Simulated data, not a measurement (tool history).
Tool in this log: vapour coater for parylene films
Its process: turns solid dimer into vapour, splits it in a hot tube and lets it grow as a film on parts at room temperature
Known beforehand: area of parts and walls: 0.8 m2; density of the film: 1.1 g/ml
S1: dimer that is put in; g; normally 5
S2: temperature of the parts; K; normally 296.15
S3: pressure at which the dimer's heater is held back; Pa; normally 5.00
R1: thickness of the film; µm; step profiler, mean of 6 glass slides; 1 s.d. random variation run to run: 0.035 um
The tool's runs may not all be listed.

run	day	S1	S2	S3	R1
1	0.000	5	296.15	5.00	3.63
2	0.496	5	307.15	5.00	2.15
3	1.058	5	296.15	3.13	3.77
4	2.083	3	296.15	5.00	2.15
5	2.608	5	298.15	5.00	3.31
6	3.396	5	298.15	5.00	3.33
7	4.317	5	298.15	5.00	3.36
8	5.242	5	298.15	5.00	3.29
# day 6.196: trap's valve overhauled
9	6.196	5	296.15	6.28	3.66
10	6.804	5	296.15	5.00	3.58
11	7.508	5	296.15	5.00	3.71
12	8.117	5	296.15	5.00	3.62
13	8.650	5	296.15	5.00	3.66
14	9.350	5	296.15	5.00	3.58
15	10.308	5	296.15	5.00	3.66
16	11.008	5	296.15	5.00	3.60
17	11.779	5	296.15	5.00	3.64
18	12.533	5	296.15	5.00	3.65
19	13.250	9	296.15	5.00	6.55
20	13.812	9	296.15	5.00	6.55
21	14.500	5	296.15	5.00	3.63
22	15.312	5	296.15	5.00	3.66
23	15.862	5	296.15	5.00	3.68
24	16.762	5	296.15	5.87	3.58
25	17.667	4	305.15	5.35	1.88
26	18.217	2	305.15	8.68	0.91
# day 18.533: trap's valve overhauled
27	19.346	3	288.15	4.60	3.21
28	20.321	3	288.15	4.60	3.21
29	20.842	9	296.15	2.90	6.84
30	21.429	9	296.15	2.90	6.86
31	22.133	3	296.15	4.20	2.17
32	23.096	3	298.15	10.86	1.86
33	23.796	7	290.15	2.52	7.22
34	24.496	5	289.15	7.72	4.86
35	25.112	5	292.15	5.00	4.38
36	26.129	5	304.15	5.00	2.53
37	26.688	5	296.15	11.12	3.45
38	27.575	7	296.15	11.24	4.76
39	28.458	7	295.15	2.14	5.69
40	29.158	7	295.15	2.14	5.68
41	29.596	7	295.15	2.14	5.72
42	30.454	3	294.15	3.94	2.40
# day 30.896: trap's valve overhauled
43	31.233	5	296.15	5.83	3.55
44	31.675	5	296.15	5.83	3.62
45	32.271	3	296.15	8.50	2.08
46	32.767	3	293.15	5.00	2.56
47	33.258	2	291.15	4.46	1.88

4 options for the next run, each taken on its own from the tool as it stands now. Forecast them:
A	34.262	2	297.15	4.20	?
B	34.262	5	304.15	5.79	?
C	34.262	4	291.15	2.22	?
D	34.262	2	291.15	4.49	?

run	R1
A	1.39
B	2.42
C	3.95
D	1.89
Take away the tool's hidden state, keep each run's random variation, and the runs would have read:
run	R1
A	1.40
B	2.43
C	3.97
D	1.90
